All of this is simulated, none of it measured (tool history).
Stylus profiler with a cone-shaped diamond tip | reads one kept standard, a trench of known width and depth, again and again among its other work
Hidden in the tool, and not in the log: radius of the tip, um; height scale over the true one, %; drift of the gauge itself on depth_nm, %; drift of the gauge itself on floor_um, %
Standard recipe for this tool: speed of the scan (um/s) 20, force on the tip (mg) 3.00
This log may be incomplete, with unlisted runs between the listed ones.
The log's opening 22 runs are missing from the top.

| run | hour | speed of the scan (um/s) | force on the tip (mg) | scans with this tip | hours of work since the height scale was calibrated | depth of the trench (Å) | width of the trench's floor (µm) |
|---|---|---|---|---|---|---|---|
| 23 | 272.9 | 14 | 8.91 | 6545 | 539 | 10281.1 | 13.68 |
|  | 275.1 | height scale calibrated on a step standard |
| 24 | 289.2 | 14 | 8.91 | 6655 | 8 | 10264.2 | 13.64 |
| 25 | 296.7 | 14 | 8.91 | 6708 | 12 | 10260.9 | 13.67 |
| 26 | 305.1 | 15 | 8.73 | 6768 | 17 | 10256.8 | 13.63 |
| 27 | 319.9 | 25 | 2.50 | 6871 | 26 | 10090.1 | 13.53 |
|  | 329.5 | height scale calibrated on a step standard, once more |
| 28 | 332.0 | 25 | 1.06 | 6953 | 1 | 10073.3 | 13.51 |
| 29 | 349.4 | 7 | 2.70 | 7075 | 11 | 10135.7 | 13.62 |
| 30 | 365.5 | 7 | 2.70 | 7189 | 21 | 10133.5 | 13.63 |
| 31 | 377.7 | 7 | 2.70 | 7274 | 28 | 10137.8 | 13.61 |
| 32 | 392.6 | 16 | 2.70 | 7379 | 37 | 10132.0 | 13.57 |
| 33 | 400.9 | 7 | 4.48 | 7437 | 41 | 10190.3 | 13.63 |
| 34 | 410.8 | 19 | 4.12 | 7507 | 47 | 10181.1 | 13.61 |
| 35 | 427.9 | 27 | 6.59 | 7627 | 57 | 10247.7 | 13.50 |
| 36 | 444.7 | 27 | 1.03 | 7746 | 67 | 10067.4 | 13.39 |
| 37 | 461.8 | 15 | 1.03 | 7866 | 77 | 10064.7 | 13.46 |
| 38 | 470.5 | 61 | 2.28 | 7927 | 82 | 10118.0 | 13.28 |

Forecast each of these 5 alternatives for the next run:
| A | 482.4 | 11 | 5.31 | 8011 | 89 | ? | ? |
| B | 482.4 | 11 | 2.64 | 8011 | 89 | ? | ? |
| C | 482.4 | 58 | 3.00 | 8011 | 89 | ? | ? |
| D | 482.4 | 9 | 2.69 | 8011 | 89 | ? | ? |
| E | 482.4 | 33 | 2.28 | 8011 | 89 | ? | ? |

| run | depth of the trench (Å) | width of the trench's floor (µm) |
|---|---|---|
| A | 10209.8 | 13.60 |
| B | 10127.9 | 13.61 |
| C | 10146.1 | 13.30 |
| D | 10133.9 | 13.57 |
| E | 10117.2 | 13.45 |
Had the tool no hidden state, the same runs would have come out as:
| run | depth of the trench (Å) | width of the trench's floor (µm) |
|---|---|---|
| A | 10212.3 | 13.97 |
| B | 10130.4 | 13.98 |
| C | 10148.6 | 13.67 |
| D | 10136.4 | 13.94 |
| E | 10119.7 | 13.81 |

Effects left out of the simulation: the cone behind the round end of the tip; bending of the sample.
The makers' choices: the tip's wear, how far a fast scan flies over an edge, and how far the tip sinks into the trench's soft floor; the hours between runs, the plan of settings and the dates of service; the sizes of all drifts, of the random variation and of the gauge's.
